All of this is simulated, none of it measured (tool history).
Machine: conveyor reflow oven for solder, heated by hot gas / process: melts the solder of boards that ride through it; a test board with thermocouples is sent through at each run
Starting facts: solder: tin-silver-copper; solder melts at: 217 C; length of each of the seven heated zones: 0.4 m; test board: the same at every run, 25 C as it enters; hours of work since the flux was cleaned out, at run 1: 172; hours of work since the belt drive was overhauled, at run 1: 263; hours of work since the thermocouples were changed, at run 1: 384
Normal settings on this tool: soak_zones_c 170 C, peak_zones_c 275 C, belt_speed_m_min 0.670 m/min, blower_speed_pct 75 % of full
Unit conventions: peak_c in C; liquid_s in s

run   hour  soak_zones_c  peak_zones_c  belt_speed_m_min  blower_speed_pct  hours of work since the flux was cleaned out  hours of work since the belt drive was overhauled  hours of work since the thermocouples were changed  peak_c  liquid_s
  1    0.0           170           275             0.670                75                                           172                                                263                                                 384   255.3      53.7
  2    8.2           170           287             0.670                75                                           177                                                267                                                 388   266.1      59.1
  3   19.9           170           287             0.670                75                                           183                                                274                                                 394   266.1      59.6
  4   29.1           170           287             0.670                75                                           188                                                279                                                 399   266.1      59.7
  5   38.5           170           275             0.670                75                                           194                                                284                                                 405   255.8      54.1
  6   44.8           170           275             0.670                75                                           197                                                287                                                 408   255.6      54.0
  7   57.6           170           275             0.670                75                                           204                                                294                                                 415   255.7      54.1
  8   71.4           170           275             0.670                75                                           212                                                302                                                 423   255.6      53.9
  9   79.4           160           275             0.670                75                                           216                                                306                                                 427   253.8      49.5
 10   88.3           160           275             0.670                75                                           221                                                311                                                 432   253.7      50.4
 11   94.4           160           275             0.670                75                                           224                                                315                                                 435   253.4      49.7
 12  108.6           160           275             0.670                75                                           232                                                322                                                 443   253.7      49.7
 13  116.4           160           275             0.670                75                                           236                                                327                                                 447   253.7      49.8
 14  124.1           160           275             0.670                75                                           241                                                331                                                 452   253.9      49.7
 15  135.9           160           275             0.670                75                                           247                                                337                                                 458   253.7      50.1
 16  143.0           160           275             0.670                75                                           251                                                341                                                 462   253.8      49.8
 17  150.5           170           281             0.600                75                                           255                                                345                                                 466   264.6      65.7
 18  162.6           170           285             0.670                75                                           262                                                352                                                 473   264.2      59.1
 19  175.5           181           285             0.734                75                                           269                                                359                                                 480   262.6      55.6
 20  188.3           164           275             0.670                67                                           276                                                366                                                 487   252.9      49.9
 21  202.4           164           275             0.670                67                                           284                                                374                                                 495   253.0      50.0
 22  213.3           172           278             0.732                82                                           290                                                380                                                 501   256.8      50.1
 23  220.3           170           278             0.611                82                                           293                                                384                                                 505   262.7      64.2
 24  226.5           170           278             0.611                82                                           297                                                387                                                 508   262.2      64.0
 25  235.7           180           275             0.670                75                                           302                                                392                                                 513   257.2      58.4
 26  244.4           170           268             0.670                87                                           307                                                397                                                 518   251.6      51.8
 27  258.2           169           273             0.769                52                                           314                                                404                                                 525   242.6      35.9
 28  269.0           169           278             0.769                52                                           320                                                410                                                 531   246.5      38.4
 29  282.7           177           274             0.781                66                                           328                                                418                                                 539   248.3      42.5
 30  295.2           170           274             0.781                66                                           335                                                425                                                 546   246.4      39.0

Forecast each of these 3 alternatives for the next run:
  A  305.1           176           274             0.781                62                                           340                                                430                                                 551       ?         ?
  B  305.1           170           275             0.622                75                                           340                                                430                                                 551       ?         ?
  C  305.1           164           284             0.670                75                                           340                                                430                                                 551       ?         ?

run  peak_c  liquid_s
  A   247.4      40.7
  B   258.1      60.2
  C   262.4      55.8
With the hidden condition removed and each run's random variation left untouched, the same runs would have given:
run  peak_c  liquid_s
  A   247.5      40.8
  B   258.2      60.3
  C   262.5      55.9

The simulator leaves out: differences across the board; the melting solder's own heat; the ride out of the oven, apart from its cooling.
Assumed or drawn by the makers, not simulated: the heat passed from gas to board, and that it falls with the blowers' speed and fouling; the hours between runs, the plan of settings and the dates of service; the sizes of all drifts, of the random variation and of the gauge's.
